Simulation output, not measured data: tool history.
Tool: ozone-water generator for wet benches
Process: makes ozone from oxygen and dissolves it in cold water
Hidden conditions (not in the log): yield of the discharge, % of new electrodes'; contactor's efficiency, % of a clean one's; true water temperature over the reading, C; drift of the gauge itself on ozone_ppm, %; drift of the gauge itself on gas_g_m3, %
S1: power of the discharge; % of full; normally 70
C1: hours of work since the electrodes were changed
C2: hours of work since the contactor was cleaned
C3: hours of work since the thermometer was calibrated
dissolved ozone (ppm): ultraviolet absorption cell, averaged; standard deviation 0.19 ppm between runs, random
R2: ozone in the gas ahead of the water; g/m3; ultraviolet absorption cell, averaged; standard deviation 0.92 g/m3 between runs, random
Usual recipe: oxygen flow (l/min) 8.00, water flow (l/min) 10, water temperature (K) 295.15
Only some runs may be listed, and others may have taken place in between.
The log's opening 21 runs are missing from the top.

{"run": 22, "hour": 639.9, "S1": 60, "oxygen flow (l/min)": 8.09, "water flow (l/min)": 8, "water temperature (K)": 295.15, "C1": 474, "C2": 1066, "C3": 296, "dissolved ozone (ppm)": 26.8, "R2": 136.8}
{"run": 23, "hour": 661.2, "S1": 60, "oxygen flow (l/min)": 8.09, "water flow (l/min)": 8, "water temperature (K)": 295.15, "C1": 489, "C2": 1081, "C3": 311, "dissolved ozone (ppm)": 27.0, "R2": 134.7}
{"run": 24, "hour": 692.5, "S1": 42, "oxygen flow (l/min)": 8.0, "water flow (l/min)": 10, "water temperature (K)": 295.15, "C1": 512, "C2": 1103, "C3": 334, "dissolved ozone (ppm)": 19.2, "R2": 104.7}
{"run": 25, "hour": 711.9, "S1": 42, "oxygen flow (l/min)": 8.0, "water flow (l/min)": 10, "water temperature (K)": 295.15, "C1": 526, "C2": 1117, "C3": 348, "dissolved ozone (ppm)": 19.2, "R2": 105.3}
{"run": 26, "hour": 752.0, "S1": 42, "oxygen flow (l/min)": 8.0, "water flow (l/min)": 10, "water temperature (K)": 295.15, "C1": 554, "C2": 1146, "C3": 376, "dissolved ozone (ppm)": 19.1, "R2": 105.5}
{"run": 27, "hour": 782.6, "S1": 60, "oxygen flow (l/min)": 8.94, "water flow (l/min)": 10, "water temperature (K)": 289.15, "C1": 576, "C2": 1168, "C3": 398, "dissolved ozone (ppm)": 27.5, "R2": 127.8}
{"run": 28, "hour": 822.9, "S1": 86, "oxygen flow (l/min)": 8.0, "water flow (l/min)": 8, "water temperature (K)": 295.15, "C1": 605, "C2": 1196, "C3": 427, "dissolved ozone (ppm)": 34.8, "R2": 171.4}
{"run": 29, "hour": 848.7, "S1": 98, "oxygen flow (l/min)": 12.99, "water flow (l/min)": 10, "water temperature (K)": 298.15, "C1": 623, "C2": 1215, "C3": 445, "dissolved ozone (ppm)": 27.3, "R2": 145.9}
{"run": 30, "hour": 875.6, "S1": 70, "oxygen flow (l/min)": 9.05, "water flow (l/min)": 10, "water temperature (K)": 295.15, "C1": 642, "C2": 1234, "C3": 464, "dissolved ozone (ppm)": 26.4, "R2": 139.9}
{"hour": 885.8, "done": "gauge calibrated"}
{"run": 31, "hour": 904.3, "S1": 70, "oxygen flow (l/min)": 8.0, "water flow (l/min)": 10, "water temperature (K)": 297.15, "C1": 663, "C2": 1254, "C3": 485, "dissolved ozone (ppm)": 26.2, "R2": 153.5}
{"run": 32, "hour": 924.3, "S1": 70, "oxygen flow (l/min)": 4.96, "water flow (l/min)": 9, "water temperature (K)": 295.15, "C1": 677, "C2": 1268, "C3": 499, "dissolved ozone (ppm)": 32.9, "R2": 201.3}
{"run": 33, "hour": 959.8, "S1": 70, "oxygen flow (l/min)": 9.96, "water flow (l/min)": 10, "water temperature (K)": 289.15, "C1": 702, "C2": 1294, "C3": 524, "dissolved ozone (ppm)": 29.7, "R2": 135.7}
{"run": 34, "hour": 983.1, "S1": 70, "oxygen flow (l/min)": 9.66, "water flow (l/min)": 8, "water temperature (K)": 295.15, "C1": 719, "C2": 1310, "C3": 541, "dissolved ozone (ppm)": 28.4, "R2": 136.8}

3 options for the next run, each taken on its own from the tool as it stands now. Forecast them:
{"run": "A", "hour": 1025.8, "S1": 49, "oxygen flow (l/min)": 8.0, "water flow (l/min)": 10, "water temperature (K)": 290.15, "C1": 749, "C2": 1341, "C3": 571, "dissolved ozone (ppm)": "?", "R2": "?"}
{"run": "B", "hour": 1025.8, "S1": 70, "oxygen flow (l/min)": 9.66, "water flow (l/min)": 8, "water temperature (K)": 291.15, "C1": 749, "C2": 1341, "C3": 571, "dissolved ozone (ppm)": "?", "R2": "?"}
{"run": "C", "hour": 1025.8, "S1": 70, "oxygen flow (l/min)": 8.13, "water flow (l/min)": 8, "water temperature (K)": 295.15, "C1": 749, "C2": 1341, "C3": 571, "dissolved ozone (ppm)": "?", "R2": "?"}

run=A dissolved_ozone_(ppm)=24.1 R2=118.8
run=B dissolved_ozone_(ppm)=30.9 R2=136.6
run=C dissolved_ozone_(ppm)=29.8 R2=152.3
Without the tool's unlogged condition, the same runs would have read:
run=A dissolved_ozone_(ppm)=24.1 R2=119.4
run=B dissolved_ozone_(ppm)=30.9 R2=137.3
run=C dissolved_ozone_(ppm)=29.9 R2=153.1
